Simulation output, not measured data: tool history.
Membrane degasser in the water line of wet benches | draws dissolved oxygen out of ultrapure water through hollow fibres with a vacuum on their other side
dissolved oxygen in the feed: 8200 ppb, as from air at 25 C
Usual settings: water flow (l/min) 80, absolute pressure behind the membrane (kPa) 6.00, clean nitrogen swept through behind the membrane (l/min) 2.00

run	hour	water flow (l/min)	absolute pressure behind the membrane (kPa)	clean nitrogen swept through behind the membrane (l/min)	dissolved oxygen in the water behind the degasser (ppb)	pressure that the water loses in the fibres (kPa)
1	0.0	80	6.00	2.00	313.3	44.26
2	59.5	80	6.00	2.00	316.8	44.30
3	139.1	80	10.95	2.00	676.6	44.97
4	266.0	80	10.95	2.00	672.7	44.30
5	362.2	80	6.00	2.00	318.1	43.95
6	471.5	80	6.00	2.00	316.1	44.31
7	558.2	80	6.00	1.51	373.0	44.49
8	645.0	80	6.00	1.51	369.6	44.64
9	748.8	80	6.00	1.51	365.0	44.55
10	803.5	80	6.00	1.51	365.6	44.34
11	891.7	110	6.00	1.51	488.6	60.86
12	979.7	110	6.00	1.51	482.9	61.11
13	1039.6	110	6.00	1.51	486.2	60.89
14	1167.6	110	6.00	1.51	489.1	61.48
15	1229.5	110	6.00	1.51	498.3	61.29
16	1320.0	110	6.00	1.51	486.8	61.50
17	1387.5	111	4.30	1.02	342.2	62.19
18	1449.5	111	5.26	4.62	263.8	62.36
19	1509.8	80	7.38	3.05	333.2	44.61
20	1568.3	80	7.38	3.05	332.7	44.76
21	1631.5	113	6.00	0.93	637.6	63.04
22	1754.4	82	11.74	3.96	476.7	45.77
23	1838.9	87	6.50	2.00	393.9	49.10
24	1967.9	87	6.28	1.18	501.2	48.77
25	2068.0	90	12.79	4.97	500.4	50.64
26	2161.9	90	12.79	4.97	497.5	50.02
27	2294.0	90	12.79	4.97	490.4	50.37
28	2372.2	90	6.00	2.00	362.5	51.02
# hour 2441.3: vacuum gauge calibrated
29	2490.3	90	5.56	3.13	258.3	50.46
30	2616.0	78	7.78	2.41	387.4	43.99
31	2725.7	78	7.78	2.41	389.8	44.14

Measured less the same run without the tool's hidden state. The same run-to-run variation is in both; the gauge's scatter may not be:
The hidden state here: membrane still open, %; true pressure behind the membrane over the reading, kPa; air that leaks in behind the membrane, l/min; drift of the gauge itself on oxygen_ppb, %; drift of the gauge itself on loss_of_pressure_kpa, %.
run	dissolved oxygen in the water behind the degasser (ppb)	pressure that the water loses in the fibres (kPa)
1	+9.9	+0.74
2	+10.4	+0.76
3	+10.1	+0.79
4	+10.8	+0.82
5	+12.3	+0.84
6	+12.9	+0.88
7	+14.6	+0.91
8	+15.0	+0.93
9	+15.6	+0.96
10	+16.1	+0.98
11	+22.0	+1.37
12	+22.4	+1.41
13	+23.1	+1.43
14	+24.4	+1.49
15	+25.4	+1.52
16	+25.5	+1.55
17	+31.4	+1.60
18	+20.9	+1.63
19	+17.1	+1.18
20	+17.3	+1.21
21	+33.8	+1.73
22	+17.0	+1.29
23	+23.2	+1.40
24	+28.6	+1.44
25	+19.5	+1.53
26	+19.8	+1.55
27	+20.3	+1.60
28	+27.3	+1.64
29	+15.5	+1.67
30	+13.5	+1.48
31	+14.2	+1.51
